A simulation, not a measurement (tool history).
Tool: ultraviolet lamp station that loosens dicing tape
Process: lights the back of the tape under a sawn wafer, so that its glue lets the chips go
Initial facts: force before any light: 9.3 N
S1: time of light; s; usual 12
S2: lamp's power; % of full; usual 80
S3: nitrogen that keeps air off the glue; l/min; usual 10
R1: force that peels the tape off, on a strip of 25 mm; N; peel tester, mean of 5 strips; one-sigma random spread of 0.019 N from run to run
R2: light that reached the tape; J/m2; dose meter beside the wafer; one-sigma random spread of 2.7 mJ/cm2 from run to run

run,hour,S1,S2,S3,R1,R2
1,0.0,12,80,10,1.169,3170
2,31.1,12,82,10,1.141,3240
3,73.6,12,82,10,1.183,3180
4,126.0,12,82,10,1.248,3140
5,151.4,12,82,10,1.268,3110
6,195.3,12,82,10,1.244,3090
7,220.9,12,80,10,1.369,2990
8,261.3,12,80,10,1.387,2980
9,301.6,20,80,10,0.444,4910
10,332.6,12,80,10,1.427,2910
11,389.1,12,80,9,1.573,2840
12,427.3,12,80,10,1.488,2800
13,460.8,13,80,10,1.331,3030
14,505.2,12,66,10,2.054,2260
15,544.5,12,80,10,1.604,2690
16,587.3,13,80,10,1.398,2910
17,643.2,9,81,18,1.918,1990
18,671.8,8,74,10,3.244,1630
19,715.9,8,81,9,3.058,1750
# hour 749.7: window cleaned of glue's vapour
20,757.1,8,81,9,2.783,1920
21,811.7,12,69,10,1.884,2430
22,854.8,12,63,10,2.265,2150
# hour 897.9: lamp changed
23,902.5,14,80,11,0.666,4080
24,953.5,14,80,10,0.722,3980
25,1010.2,14,80,10,0.722,3930
26,1048.6,6,80,12,2.870,1690
27,1086.8,18,80,3,1.145,4980
28,1114.7,18,80,3,1.131,4970
29,1139.0,18,80,3,1.160,4860
30,1175.1,18,80,3,1.166,4860
31,1230.5,12,80,9,1.288,3150

Below are 3 alternative next runs, each starting from the tool's condition after run 31. Predict each:
A,1256.6,12,65,5,?,?
B,1256.6,18,86,10,?,?
C,1256.6,12,63,10,?,?

run,R1,R2
A,2.513,2590
B,0.392,5090
C,1.776,2490
Without the tool's unlogged condition, the same runs would have read:
run,R1,R2
A,2.115,2930
B,0.284,5760
C,1.440,2820

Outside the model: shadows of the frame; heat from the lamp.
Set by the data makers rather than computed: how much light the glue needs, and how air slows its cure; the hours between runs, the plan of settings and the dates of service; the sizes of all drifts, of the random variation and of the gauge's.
